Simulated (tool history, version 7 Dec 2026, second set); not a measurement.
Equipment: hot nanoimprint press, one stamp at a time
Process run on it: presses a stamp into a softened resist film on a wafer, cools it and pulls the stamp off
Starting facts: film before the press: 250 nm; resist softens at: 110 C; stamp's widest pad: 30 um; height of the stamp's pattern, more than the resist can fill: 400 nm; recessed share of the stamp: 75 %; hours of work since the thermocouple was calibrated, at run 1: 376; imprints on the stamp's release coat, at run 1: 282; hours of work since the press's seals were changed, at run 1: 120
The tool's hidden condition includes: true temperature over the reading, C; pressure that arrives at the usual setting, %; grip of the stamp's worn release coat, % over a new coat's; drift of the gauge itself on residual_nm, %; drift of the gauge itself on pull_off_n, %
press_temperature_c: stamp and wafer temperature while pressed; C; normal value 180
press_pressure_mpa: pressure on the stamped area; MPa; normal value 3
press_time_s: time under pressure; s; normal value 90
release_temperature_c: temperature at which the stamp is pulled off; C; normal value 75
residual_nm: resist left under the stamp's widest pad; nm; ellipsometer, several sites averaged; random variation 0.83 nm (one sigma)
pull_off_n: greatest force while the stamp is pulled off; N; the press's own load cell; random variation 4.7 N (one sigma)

| run | day | press_temperature_c | press_pressure_mpa | press_time_s | release_temperature_c | hours of work since the thermocouple was calibrated | imprints on the stamp's release coat | hours of work since the press's seals were changed | residual_nm | pull_off_n |
|---|---|---|---|---|---|---|---|---|---|---|
| 1 | 0 | 180 | 3 | 90 | 75 | 376 | 282 | 120 | 146.4 | 226 |
| 2 | 1.479 | 180 | 3 | 90 | 75 | 395 | 395 | 140 | 146.1 | 224 |
| 3 | 3.225 | 180 | 3 | 90 | 75 | 418 | 528 | 163 | 146.4 | 231 |
| 4 | 4.133 | 180 | 3 | 90 | 75 | 431 | 597 | 175 | 145.5 | 232 |
| 5 | 4.862 | 180 | 4.49 | 90 | 75 | 440 | 653 | 185 | 121.2 | 225 |
|  | 5.646 | stamp cleaned and given a new release coat |
| 6 | 6.538 | 180 | 3 | 90 | 75 | 459 | 68 | 204 | 146.2 | 222 |
| 7 | 7.296 | 180 | 3 | 90 | 75 | 469 | 125 | 214 | 147.8 | 237 |
| 8 | 8.654 | 180 | 3 | 90 | 75 | 487 | 229 | 232 | 147.8 | 233 |
| 9 | 9.838 | 180 | 3 | 50 | 75 | 503 | 319 | 248 | 172.8 | 237 |
| 10 | 10.742 | 180 | 3 | 50 | 75 | 515 | 388 | 260 | 175.2 | 223 |
| 11 | 12.504 | 180 | 3 | 50 | 75 | 539 | 523 | 283 | 176.2 | 228 |
| 12 | 14.262 | 189 | 3 | 90 | 75 | 562 | 657 | 307 | 112.4 | 236 |
|  | 14.608 | plate thermocouple calibrated |
|  | 15.179 | stamp cleaned and given a new release coat |
|  | 15.279 | gauge calibrated |
| 13 | 16.054 | 189 | 3 | 90 | 75 | 16 | 66 | 326 | 110.4 | 232 |
| 14 | 17.512 | 180 | 3 | 90 | 75 | 35 | 178 | 345 | 145.6 | 232 |
| 15 | 18.433 | 176 | 2.3 | 90 | 73 | 48 | 248 | 357 | 182.3 | 248 |
| 16 | 20.121 | 168 | 2.86 | 177 | 77 | 70 | 377 | 380 | 178.1 | 217 |
| 17 | 21.521 | 170 | 4.36 | 46 | 61 | 89 | 484 | 399 | 196.3 | 303 |
| 18 | 22.367 | 170 | 4.36 | 46 | 61 | 100 | 548 | 410 | 197.7 | 302 |
| 19 | 23.825 | 170 | 4.36 | 120 | 61 | 119 | 660 | 429 | 159.3 | 305 |
|  | 24.646 | stamp cleaned and given a new release coat |
| 20 | 25.6 | 187 | 2.53 | 85 | 61 | 140 | 73 | 450 | 134.7 | 295 |
| 21 | 27.125 | 180 | 3 | 123 | 75 | 160 | 190 | 470 | 134.5 | 233 |
| 22 | 28.554 | 180 | 3 | 123 | 75 | 179 | 299 | 489 | 135.8 | 233 |
| 23 | 30.271 | 185 | 3.58 | 54 | 82 | 202 | 430 | 512 | 139.3 | 197 |
| 24 | 31.8 | 180 | 2.54 | 143 | 75 | 222 | 546 | 532 | 140.5 | 226 |
| 25 | 33.004 | 180 | 4.69 | 143 | 75 | 238 | 638 | 548 | 103.9 | 224 |
|  | 34.092 | stamp cleaned and given a new release coat |
| 26 | 34.879 | 180 | 2.49 | 90 | 66 | 260 | 61 | 570 | 164.2 | 273 |
| 27 | 36.521 | 177 | 3.62 | 109 | 70 | 282 | 186 | 592 | 145.2 | 262 |

Consider 3 possible next runs. They are alternatives, not a sequence: every one starts from the tool as it was left by run 27. What does each give?
| A | 37.438 | 180 | 2.47 | 90 | 75 | 294 | 256 | 604 | ? | ? |
| B | 37.438 | 169 | 3.41 | 109 | 70 | 294 | 256 | 604 | ? | ? |
| C | 37.438 | 177 | 3.3 | 109 | 70 | 294 | 256 | 604 | ? | ? |

| run | residual_nm | pull_off_n |
|---|---|---|
| A | 164.1 | 232 |
| B | 187.9 | 251 |
| C | 150.5 | 259 |
Without the tool's hidden state the same runs would have given:
| run | residual_nm | pull_off_n |
|---|---|---|
| A | 157.5 | 232 |
| B | 180.2 | 250 |
| C | 144.4 | 258 |
